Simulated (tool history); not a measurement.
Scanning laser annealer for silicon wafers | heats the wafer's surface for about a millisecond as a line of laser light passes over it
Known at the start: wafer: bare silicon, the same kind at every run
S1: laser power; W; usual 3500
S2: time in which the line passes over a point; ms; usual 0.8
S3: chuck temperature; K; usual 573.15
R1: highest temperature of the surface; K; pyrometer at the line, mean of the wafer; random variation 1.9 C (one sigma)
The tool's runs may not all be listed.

{"run": 1, "hour": 0.0, "S1": 3500, "S2": 0.8, "S3": 573.15, "R1": 1356.15}
{"hour": 10.3, "done": "window over the wafer cleaned"}
{"run": 2, "hour": 19.6, "S1": 3500, "S2": 0.8, "S3": 573.15, "R1": 1406.15}
{"run": 3, "hour": 41.4, "S1": 3500, "S2": 0.8, "S3": 573.15, "R1": 1400.15}
{"run": 4, "hour": 62.2, "S1": 3500, "S2": 0.587, "S3": 573.15, "R1": 1265.15}
{"run": 5, "hour": 80.5, "S1": 3500, "S2": 0.8, "S3": 573.15, "R1": 1396.15}
{"run": 6, "hour": 95.9, "S1": 3500, "S2": 0.907, "S3": 573.15, "R1": 1455.15}
{"run": 7, "hour": 110.2, "S1": 3500, "S2": 0.8, "S3": 573.15, "R1": 1393.15}
{"run": 8, "hour": 122.6, "S1": 3500, "S2": 0.8, "S3": 573.15, "R1": 1395.15}
{"run": 9, "hour": 133.5, "S1": 3500, "S2": 0.8, "S3": 573.15, "R1": 1391.15}
{"run": 10, "hour": 154.3, "S1": 3647, "S2": 0.813, "S3": 536.15, "R1": 1396.15}
{"run": 11, "hour": 172.5, "S1": 3578, "S2": 0.672, "S3": 568.15, "R1": 1326.15}
{"run": 12, "hour": 190.6, "S1": 3500, "S2": 0.756, "S3": 592.15, "R1": 1381.15}
{"run": 13, "hour": 212.3, "S1": 3500, "S2": 0.633, "S3": 584.15, "R1": 1295.15}
{"run": 14, "hour": 225.9, "S1": 3612, "S2": 0.938, "S3": 571.15, "R1": 1492.15}
{"hour": 237.1, "done": "optics aligned, line set to its width"}
{"run": 15, "hour": 243.7, "S1": 3515, "S2": 0.646, "S3": 574.15, "R1": 1308.15}

Forecast each of these 3 alternatives for the next run:
{"run": "A", "hour": 257.4, "S1": 3061, "S2": 0.705, "S3": 566.15, "R1": "?"}
{"run": "B", "hour": 257.4, "S1": 3515, "S2": 0.646, "S3": 545.15, "R1": "?"}
{"run": "C", "hour": 257.4, "S1": 3258, "S2": 0.8, "S3": 584.15, "R1": "?"}

run=A R1=1222.15
run=B R1=1276.15
run=C R1=1344.15
Without the tool's hidden state the same runs would have given:
run=A R1=1239.15
run=B R1=1294.15
run=C R1=1363.15
